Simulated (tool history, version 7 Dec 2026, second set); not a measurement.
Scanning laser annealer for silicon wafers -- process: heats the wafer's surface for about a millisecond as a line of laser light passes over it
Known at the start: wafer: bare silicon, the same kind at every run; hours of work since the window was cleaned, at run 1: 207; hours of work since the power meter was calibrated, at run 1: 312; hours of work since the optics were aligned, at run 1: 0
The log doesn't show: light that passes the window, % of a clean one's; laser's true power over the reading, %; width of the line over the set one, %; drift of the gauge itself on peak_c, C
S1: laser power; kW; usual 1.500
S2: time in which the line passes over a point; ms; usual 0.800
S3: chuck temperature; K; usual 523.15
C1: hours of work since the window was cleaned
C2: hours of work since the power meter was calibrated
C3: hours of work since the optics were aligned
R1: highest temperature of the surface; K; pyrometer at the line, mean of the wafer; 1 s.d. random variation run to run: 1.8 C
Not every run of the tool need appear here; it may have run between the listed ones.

run	hour	S1	S2	S3	C1	C2	C3	R1
1	0.0	1.500	0.800	523.15	207	312	0	1328.15
2	25.0	1.500	0.800	545.15	226	330	19	1347.15
3	71.4	1.542	0.800	523.15	260	365	53	1356.15
4	121.2	1.542	0.800	523.15	297	402	90	1352.15
5	147.5	1.542	0.800	523.15	317	421	109	1349.15
6	174.2	1.500	0.998	523.15	336	441	129	1420.15
7	222.4	1.500	0.800	523.15	372	477	165	1317.15
8	243.4	1.516	0.800	523.15	388	492	180	1325.15
9	274.1	1.478	0.735	526.15	410	515	203	1271.15
10	295.2	1.478	0.735	526.15	426	531	219	1265.15
11	343.2	1.478	0.735	526.15	462	566	254	1263.15
12	378.8	1.376	0.774	532.15	488	593	281	1217.15
13	417.6	1.378	0.816	525.15	517	621	309	1234.15

Measured result minus the same run's result without the hidden state. Both carry the same run-to-run variation, though not necessarily the same gauge scatter:
run	R1
1	-11.00
2	-12.00
3	-15.00
4	-18.00
5	-19.00
6	-22.00
7	-22.00
8	-24.00
9	-23.00
10	-25.00
11	-26.00
12	-26.00
13	-29.00

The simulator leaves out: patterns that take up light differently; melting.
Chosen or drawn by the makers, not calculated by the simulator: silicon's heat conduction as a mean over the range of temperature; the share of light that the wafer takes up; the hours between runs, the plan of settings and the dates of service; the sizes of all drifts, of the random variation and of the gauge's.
